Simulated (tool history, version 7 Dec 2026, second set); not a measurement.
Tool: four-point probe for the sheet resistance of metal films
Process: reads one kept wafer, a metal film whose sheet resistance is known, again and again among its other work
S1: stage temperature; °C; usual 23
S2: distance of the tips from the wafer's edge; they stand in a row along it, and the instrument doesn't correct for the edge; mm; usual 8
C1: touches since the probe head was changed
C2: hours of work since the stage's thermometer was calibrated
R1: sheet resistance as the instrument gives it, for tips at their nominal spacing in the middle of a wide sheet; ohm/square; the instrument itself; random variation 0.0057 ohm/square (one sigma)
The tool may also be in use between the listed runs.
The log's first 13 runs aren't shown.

run,hour,S1,S2,C1,C2,R1
14,201.6,23,4,56722,133,29.431593
15,215.1,23,4,57148,139,29.43858
16,228.9,23,3,57582,145,30.11256
17,241.2,23,3,57968,150,30.11034
18,250.9,23,8,58273,155,28.746925
19,268.8,23,8,58836,162,28.752159
20,287.9,23,8,59435,170,28.749324
21,297.2,23,5,59729,174,29.11598
22,317.8,23,5,60375,183,29.119163
23,335.4,34,4,60930,191,29.307303
24,343.7,34,4,61191,195,29.299795
25,352.6,34,4,61472,198,29.306017

Forecast run 26:
26,365.9,34,4,61890,204,?

R1: 29.302171 ohm/square
Without the tool's hidden state the same run would have given R1 29.107065 ohm/square.
